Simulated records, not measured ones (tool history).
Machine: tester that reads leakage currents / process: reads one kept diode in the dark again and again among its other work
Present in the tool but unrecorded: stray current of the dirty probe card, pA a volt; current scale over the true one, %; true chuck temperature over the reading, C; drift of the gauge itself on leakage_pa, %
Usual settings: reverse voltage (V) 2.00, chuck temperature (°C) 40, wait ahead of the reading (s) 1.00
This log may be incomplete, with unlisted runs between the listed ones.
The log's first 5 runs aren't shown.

run	hour	reverse voltage (V)	chuck temperature (°C)	wait ahead of the reading (s)	hours of work since the probe card was cleaned	hours of work since the tester was calibrated	hours of work since the chuck was calibrated	current that the tester gives (pA)
6	169.5	2.00	21	1.00	1262	689	2155	36.47
7	200.4	2.00	40	1.00	1287	714	2179	150.81
8	244.5	5.71	40	1.00	1322	749	2215	253.51
# hour 279.8: chuck's temperature calibrated
9	290.4	5.71	40	0.96	1357	784	8	287.00
10	334.2	2.00	40	1.00	1392	819	43	170.89
11	360.4	1.21	40	1.00	1413	840	64	133.02
12	384.5	1.21	40	1.00	1432	859	84	132.53
13	419.7	1.21	40	1.00	1460	887	112	132.20
14	451.1	1.21	40	1.00	1486	912	137	132.20
15	475.7	1.21	40	1.00	1505	932	156	131.97
16	519.0	2.00	40	1.00	1540	966	191	168.13
17	554.4	16.70	40	1.00	1568	995	219	490.72
18	593.0	16.70	40	1.00	1599	1026	250	492.22
19	631.4	16.70	40	1.00	1629	1056	281	492.79
20	653.3	2.00	40	1.00	1647	1074	298	168.09
21	680.5	3.70	40	1.00	1669	1095	320	228.34
22	718.8	3.70	40	1.00	1699	1126	351	229.25
23	744.2	3.70	40	1.00	1720	1146	371	227.69
24	775.6	8.42	51	1.00	1745	1171	396	726.36
25	812.6	1.53	21	8.32	1774	1201	425	35.40
26	836.7	1.53	21	8.32	1793	1220	445	35.52
27	860.4	1.53	21	8.32	1812	1239	464	35.45
28	884.2	1.53	21	8.32	1831	1258	483	35.22

Run 29 has not been measured yet. What should we expect?
29	905.6	1.27	40	1.00	1848	1275	500	?

current that the tester gives (pA): 133.00
Without the tool's hidden state the same run would have given current that the tester gives (pA) 135.25.

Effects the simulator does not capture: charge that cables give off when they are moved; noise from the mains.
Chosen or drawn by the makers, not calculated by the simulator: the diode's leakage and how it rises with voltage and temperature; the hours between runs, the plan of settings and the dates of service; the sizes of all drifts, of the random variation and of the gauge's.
